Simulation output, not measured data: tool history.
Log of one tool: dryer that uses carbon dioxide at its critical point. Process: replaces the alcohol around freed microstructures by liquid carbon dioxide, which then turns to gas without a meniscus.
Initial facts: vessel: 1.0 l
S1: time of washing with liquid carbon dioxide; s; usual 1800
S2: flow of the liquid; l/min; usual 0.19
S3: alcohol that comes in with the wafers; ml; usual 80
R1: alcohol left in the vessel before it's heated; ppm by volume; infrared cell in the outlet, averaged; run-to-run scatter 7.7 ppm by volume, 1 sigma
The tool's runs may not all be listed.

run 1 hour=0 | S1=1800 S2=0.19 S3=80 | R1=570
run 2 hour=9.9 | S1=1800 S2=0.19 S3=80 | R1=598
run 3 hour=14 | S1=1800 S2=0.19 S3=80 | R1=584
run 4 hour=21.8 | S1=1800 S2=0.322 S3=80 | R1=82
run 5 hour=27.8 | S1=1800 S2=0.322 S3=42 | R1=69
run 6 hour=35.8 | S1=1800 S2=0.19 S3=80 | R1=599
run 7 hour=43.5 | S1=1800 S2=0.19 S3=80 | R1=607
run 8 hour=48.7 | S1=1560 S2=0.19 S3=80 | R1=1126
run 9 hour=57.4 | S1=1980 S2=0.19 S3=80 | R1=382
run 10 hour=63.5 | S1=1800 S2=0.294 S3=80 | R1=103
run 11 hour=71.5 | S1=1800 S2=0.19 S3=80 | R1=625
-- hour=75.9 inlet filter changed
run 12 hour=79 | S1=1800 S2=0.19 S3=80 | R1=467
run 13 hour=85.7 | S1=1800 S2=0.19 S3=80 | R1=474
run 14 hour=91.4 | S1=1800 S2=0.19 S3=80 | R1=480
run 15 hour=95.9 | S1=1800 S2=0.19 S3=80 | R1=465
run 16 hour=102.4 | S1=1800 S2=0.19 S3=80 | R1=485
run 17 hour=110.3 | S1=2880 S2=0.19 S3=80 | R1=97
run 18 hour=116.8 | S1=2880 S2=0.19 S3=60 | R1=83
run 19 hour=122.5 | S1=2760 S2=0.19 S3=60 | R1=97
run 20 hour=131 | S1=2760 S2=0.19 S3=60 | R1=91
run 21 hour=140.3 | S1=2760 S2=0.19 S3=60 | R1=98
run 22 hour=147.9 | S1=2760 S2=0.19 S3=60 | R1=93
run 23 hour=153.9 | S1=1800 S2=0.19 S3=37 | R1=256
run 24 hour=159.5 | S1=2640 S2=0.118 S3=50 | R1=513
run 25 hour=164.6 | S1=1260 S2=0.149 S3=23 | R1=1342
run 26 hour=174 | S1=1260 S2=0.149 S3=23 | R1=1358
run 27 hour=181 | S1=1680 S2=0.135 S3=23 | R1=809
run 28 hour=187 | S1=1680 S2=0.135 S3=23 | R1=795
run 29 hour=191.1 | S1=1800 S2=0.238 S3=80 | R1=200
run 30 hour=198.5 | S1=1800 S2=0.124 S3=28 | R1=1007
run 31 hour=207.7 | S1=1800 S2=0.124 S3=28 | R1=1003
run 32 hour=211.7 | S1=1500 S2=0.19 S3=80 | R1=1119
run 33 hour=220.2 | S1=1500 S2=0.19 S3=80 | R1=1134
run 34 hour=227.3 | S1=1500 S2=0.19 S3=80 | R1=1136
run 35 hour=234.8 | S1=1500 S2=0.19 S3=80 | R1=1131
run 36 hour=239.6 | S1=1800 S2=0.164 S3=89 | R1=1069
run 37 hour=245.9 | S1=1800 S2=0.164 S3=89 | R1=1077
run 38 hour=253.4 | S1=1500 S2=0.19 S3=80 | R1=1155
run 39 hour=263.5 | S1=1140 S2=0.159 S3=37 | R1=2462
run 40 hour=270.7 | S1=1800 S2=0.121 S3=25 | R1=1052
run 41 hour=276.2 | S1=2700 S2=0.291 S3=81 | R1=95
run 42 hour=282.4 | S1=1500 S2=0.291 S3=54 | R1=162
run 43 hour=288 | S1=1320 S2=0.148 S3=80 | R1=4278
run 44 hour=294.3 | S1=1320 S2=0.148 S3=80 | R1=4441
run 45 hour=299 | S1=1320 S2=0.148 S3=114 | R1=6052
run 46 hour=306.1 | S1=2340 S2=0.174 S3=37 | R1=182

Hidden state or all else? Some run-to-run changes of R1, split into what the settings, what came in and random variation would give without the hidden state, and what is left for the hidden state (with any gauge scatter that isn't in both results):
The hidden state here: flow that reaches the vessel past the clogged filter, %; alcohol in the recycled carbon dioxide, ppm; drift of the gauge itself on alcohol_ppm, %.
Run 8 -> 9: S1 1560 -> 1980. R1 -744 ppm by volume: hidden state -171, all else -573.
Run 42 -> 43: S1 1500 -> 1320, S2 0.291 -> 0.148, S3 54 -> 80. R1 +4116 ppm by volume: hidden state +374, all else +3742.
Run 44 -> 45: S3 80 -> 114. R1 +1611 ppm by volume: hidden state +157, all else +1454.
Run 45 -> 46: S1 1320 -> 2340, S2 0.148 -> 0.174, S3 114 -> 37. R1 -5870 ppm by volume: hidden state -553, all else -5317.
